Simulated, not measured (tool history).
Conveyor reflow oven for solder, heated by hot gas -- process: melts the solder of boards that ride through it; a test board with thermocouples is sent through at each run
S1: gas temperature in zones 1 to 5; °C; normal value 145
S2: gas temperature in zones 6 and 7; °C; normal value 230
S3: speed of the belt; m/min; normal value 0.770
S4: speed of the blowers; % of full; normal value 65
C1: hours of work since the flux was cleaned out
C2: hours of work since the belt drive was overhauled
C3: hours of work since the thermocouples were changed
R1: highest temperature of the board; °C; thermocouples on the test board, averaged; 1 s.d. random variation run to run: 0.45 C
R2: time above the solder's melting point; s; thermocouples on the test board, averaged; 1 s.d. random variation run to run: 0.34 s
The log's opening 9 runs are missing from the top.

{"run": 10, "hour": 600.1, "S1": 145, "S2": 230, "S3": 0.77, "S4": 65, "C1": 230, "C2": 936, "C3": 699, "R1": 210.7, "R2": 39.0}
{"hour": 623.5, "done": "flux residue cleaned out of gas plates and filters"}
{"run": 11, "hour": 669.5, "S1": 145, "S2": 230, "S3": 0.77, "S4": 64, "C1": 25, "C2": 971, "C3": 735, "R1": 211.2, "R2": 39.6}
{"run": 12, "hour": 765.2, "S1": 145, "S2": 230, "S3": 0.77, "S4": 76, "C1": 78, "C2": 1024, "C3": 788, "R1": 213.6, "R2": 41.3}
{"run": 13, "hour": 858.9, "S1": 145, "S2": 230, "S3": 0.77, "S4": 76, "C1": 130, "C2": 1076, "C3": 840, "R1": 212.5, "R2": 42.1}
{"run": 14, "hour": 919.9, "S1": 145, "S2": 230, "S3": 0.77, "S4": 76, "C1": 164, "C2": 1110, "C3": 873, "R1": 212.2, "R2": 41.9}
{"hour": 948.1, "done": "belt drive overhauled, speed set with a stopwatch"}
{"run": 15, "hour": 990.0, "S1": 145, "S2": 230, "S3": 0.77, "S4": 76, "C1": 201, "C2": 23, "C3": 910, "R1": 211.5, "R2": 39.1}
{"hour": 1061.6, "done": "flux residue cleaned out of gas plates and filters"}
{"run": 16, "hour": 1063.9, "S1": 145, "S2": 230, "S3": 0.77, "S4": 65, "C1": 1, "C2": 61, "C3": 948, "R1": 210.5, "R2": 38.2}
{"run": 17, "hour": 1144.0, "S1": 145, "S2": 230, "S3": 0.77, "S4": 65, "C1": 46, "C2": 106, "C3": 992, "R1": 210.4, "R2": 38.1}
{"run": 18, "hour": 1232.3, "S1": 145, "S2": 230, "S3": 0.77, "S4": 57, "C1": 94, "C2": 154, "C3": 1041, "R1": 206.8, "R2": 35.7}
{"run": 19, "hour": 1322.8, "S1": 152, "S2": 241, "S3": 0.708, "S4": 83, "C1": 145, "C2": 205, "C3": 1091, "R1": 226.0, "R2": 54.0}
{"run": 20, "hour": 1417.6, "S1": 143, "S2": 238, "S3": 0.748, "S4": 53, "C1": 197, "C2": 257, "C3": 1144, "R1": 212.2, "R2": 40.0}
{"run": 21, "hour": 1460.4, "S1": 143, "S2": 221, "S3": 0.748, "S4": 76, "C1": 221, "C2": 281, "C3": 1167, "R1": 204.4, "R2": 34.6}
{"hour": 1497.6, "done": "flux residue cleaned out of gas plates and filters"}
{"run": 22, "hour": 1523.0, "S1": 145, "S2": 230, "S3": 0.695, "S4": 65, "C1": 14, "C2": 313, "C3": 1199, "R1": 213.2, "R2": 44.8}
{"hour": 1554.0, "done": "thermocouples of zones 6 and 7 changed"}
{"run": 23, "hour": 1566.0, "S1": 145, "S2": 230, "S3": 0.664, "S4": 51, "C1": 37, "C2": 335, "C3": 7, "R1": 213.6, "R2": 46.6}
{"run": 24, "hour": 1652.5, "S1": 145, "S2": 230, "S3": 0.664, "S4": 51, "C1": 85, "C2": 383, "C3": 55, "R1": 213.3, "R2": 47.3}
{"run": 25, "hour": 1735.3, "S1": 153, "S2": 230, "S3": 0.77, "S4": 71, "C1": 130, "C2": 429, "C3": 100, "R1": 215.8, "R2": 44.6}
{"run": 26, "hour": 1783.2, "S1": 159, "S2": 230, "S3": 0.789, "S4": 65, "C1": 157, "C2": 455, "C3": 127, "R1": 215.3, "R2": 44.5}
{"run": 27, "hour": 1877.9, "S1": 151, "S2": 239, "S3": 0.892, "S4": 78, "C1": 209, "C2": 508, "C3": 179, "R1": 219.1, "R2": 38.9}
{"hour": 1940.3, "done": "flux residue cleaned out of gas plates and filters"}
{"run": 28, "hour": 1958.2, "S1": 151, "S2": 239, "S3": 0.892, "S4": 78, "C1": 10, "C2": 550, "C3": 221, "R1": 220.4, "R2": 40.5}
{"run": 29, "hour": 2036.6, "S1": 140, "S2": 243, "S3": 0.71, "S4": 65, "C1": 53, "C2": 593, "C3": 264, "R1": 225.5, "R2": 50.7}
{"run": 30, "hour": 2081.0, "S1": 140, "S2": 243, "S3": 0.71, "S4": 65, "C1": 78, "C2": 617, "C3": 289, "R1": 225.5, "R2": 50.2}
{"run": 31, "hour": 2148.2, "S1": 140, "S2": 239, "S3": 0.728, "S4": 55, "C1": 115, "C2": 655, "C3": 326, "R1": 217.2, "R2": 44.6}

3 options for the next run, each taken on its own from the tool as it stands now. Forecast them:
{"run": "A", "hour": 2225.7, "S1": 139, "S2": 239, "S3": 0.896, "S4": 58, "C1": 158, "C2": 698, "C3": 369, "R1": "?", "R2": "?"}
{"run": "B", "hour": 2225.7, "S1": 145, "S2": 230, "S3": 0.77, "S4": 83, "C1": 158, "C2": 698, "C3": 369, "R1": "?", "R2": "?"}
{"run": "C", "hour": 2225.7, "S1": 160, "S2": 231, "S3": 0.728, "S4": 64, "C1": 158, "C2": 698, "C3": 369, "R1": "?", "R2": "?"}

run=A R1=210.2 R2=30.1
run=B R1=216.4 R2=43.2
run=C R1=217.2 R2=51.9
The same runs, with their run-to-run variation unchanged, on a tool lacking any hidden condition would have given:
run=A R1=210.6 R2=29.9
run=B R1=217.0 R2=42.9
run=C R1=217.5 R2=51.2
